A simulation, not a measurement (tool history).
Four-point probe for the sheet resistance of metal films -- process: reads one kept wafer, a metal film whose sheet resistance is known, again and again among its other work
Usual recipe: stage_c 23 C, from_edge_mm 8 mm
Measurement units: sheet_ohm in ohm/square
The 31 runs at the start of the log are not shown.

| run | hour | stage_c | from_edge_mm | sheet_ohm |
|---|---|---|---|---|
| 32 | 525.4 | 28 | 40 | 9.556966 |
| 33 | 539.5 | 28 | 40 | 9.558779 |
| 34 | 552.1 | 25 | 13 | 9.562820 |
| 35 | 565.6 | 30 | 7 | 9.581116 |
| 36 | 577.5 | 19 | 9 | 9.567853 |
| 37 | 591.2 | 20 | 70 | 9.550388 |
| 38 | 607.5 | 32 | 3 | 9.693667 |
| 39 | 630.3 | 21 | 3 | 9.691632 |
| 40 | 645.7 | 21 | 3 | 9.687588 |
| 41 | 657.1 | 21 | 4 | 9.628554 |
| 42 | 673.6 | 21 | 4 | 9.627866 |
| 43 | 683.9 | 21 | 4 | 9.628474 |
| 44 | 703.3 | 18 | 29 | 9.546927 |

Predict each of these 4 candidate next runs independently; none follows another, all start after run 44:
| A | 717.1 | 33 | 31 | ? |
| B | 717.1 | 35 | 66 | ? |
| C | 717.1 | 25 | 6 | ? |
| D | 717.1 | 20 | 5 | ? |

| run | sheet_ohm |
|---|---|
| A | 9.551612 |
| B | 9.545626 |
| C | 9.583390 |
| D | 9.597850 |
Stripped of hidden state, with their random variation kept, the same runs would have yielded:
| run | sheet_ohm |
|---|---|
| A | 9.612591 |
| B | 9.606553 |
| C | 9.644615 |
| D | 9.659200 |

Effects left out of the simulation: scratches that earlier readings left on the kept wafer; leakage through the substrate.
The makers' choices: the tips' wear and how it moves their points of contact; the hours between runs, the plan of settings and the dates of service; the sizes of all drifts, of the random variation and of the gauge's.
